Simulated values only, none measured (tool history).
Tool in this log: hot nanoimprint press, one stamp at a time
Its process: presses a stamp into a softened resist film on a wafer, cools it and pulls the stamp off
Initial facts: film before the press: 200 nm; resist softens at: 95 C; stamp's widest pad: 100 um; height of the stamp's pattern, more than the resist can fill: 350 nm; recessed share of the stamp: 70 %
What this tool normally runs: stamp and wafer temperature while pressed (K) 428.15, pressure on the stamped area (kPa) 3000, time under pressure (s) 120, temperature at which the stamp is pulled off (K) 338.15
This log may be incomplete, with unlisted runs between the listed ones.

run   hour  stamp and wafer temperature while pressed (K)  pressure on the stamped area (kPa)  time under pressure (s)  temperature at which the stamp is pulled off (K)  resist left under the stamp's widest pad (angstrom)  greatest force while the stamp is pulled off (N)
  1    0.0                                         428.15                                3000                      120                                            338.15                                                 1199                                               144
  2    7.6                                         428.15                                3000                      120                                            338.15                                                 1202                                               141
  3   13.9                                         428.15                                3000                      120                                            338.15                                                 1203                                               148
  4   22.0                                         428.15                                3000                      120                                            338.15                                                 1219                                               146
  5   31.9                                         428.15                                3000                       65                                            338.15                                                 1406                                               146
  6   38.9                                         428.15                                3000                       65                                            338.15                                                 1406                                               144
  7   43.3                                         438.15                                3000                      120                                            338.15                                                  893                                               140
  8   53.1                                         438.15                                3000                      120                                            338.15                                                  899                                               147
      67.8  -- stamp cleaned and given a new release coat
  9   69.8                                         428.15                                3000                      120                                            338.15                                                 1214                                               137
 10   77.6                                         430.15                                3000                      120                                            338.15                                                 1146                                               135
 11   84.5                                         428.15                                3000                      120                                            338.15                                                 1209                                               132
 12   91.7                                         428.15                                3000                      120                                            338.15                                                 1208                                               137
      95.3  -- plate thermocouple calibrated
 13  102.1                                         428.15                                3000                      120                                            338.15                                                 1237                                               139
 14  111.4                                         428.15                                3000                      120                                            338.15                                                 1243                                               135
 15  121.7                                         428.15                                3000                      120                                            338.15                                                 1225                                               135
     131.5  -- plate thermocouple calibrated, once more
 16  133.0                                         428.15                                3000                      120                                            338.15                                                 1177                                               136
 17  143.6                                         428.15                                3000                      120                                            338.15                                                 1186                                               140
 18  151.9                                         428.15                                2210                       93                                            335.15                                                 1417                                               140
 19  160.2                                         418.15                                2400                      120                                            333.15                                                 1642                                               146
 20  168.8                                         418.15                                2400                      120                                            333.15                                                 1625                                               146
 21  176.6                                         419.15                                3000                      120                                            338.15                                                 1516                                               140
 22  181.4                                         428.15                                3000                      188                                            340.15                                                 1020                                               139
 23  191.5                                         428.15                                3120                      188                                            339.15                                                 1010                                               144
 24  201.6                                         430.15                                3120                      148                                            339.15                                                 1032                                               144
 25  207.5                                         430.15                                3120                      148                                            339.15                                                 1027                                               140
 26  213.8                                         427.15                                3000                      130                                            338.15                                                 1191                                               144
 27  221.2                                         424.15                                3000                      130                                            338.15                                                 1291                                               142
 28  230.2                                         424.15                                4540                      120                                            338.15                                                 1129                                               145
 29  236.3                                         424.15                                4540                      120                                            338.15                                                 1153                                               145

What if the next run were any one of these 4? Each begins from the tool's condition after run 29:
  A  240.7                                         440.15                                4650                      120                                            338.15                                                    ?                                                 ?
  B  240.7                                         424.15                                4540                      120                                            325.15                                                    ?                                                 ?
  C  240.7                                         428.15                                1860                      237                                            342.15                                                    ?                                                 ?
  D  240.7                                         424.15                                2080                      120                                            338.15                                                    ?                                                 ?

run  resist left under the stamp's widest pad (angstrom)  greatest force while the stamp is pulled off (N)
  A                                                  666                                               147
  B                                                 1135                                               163
  C                                                 1170                                               144
  D                                                 1499                                               145
Without the tool's unlogged condition, the same runs would have read:
run  resist left under the stamp's widest pad (angstrom)  greatest force while the stamp is pulled off (N)
  A                                                  660                                               132
  B                                                 1124                                               146
  C                                                 1160                                               129
  D                                                 1490                                               130
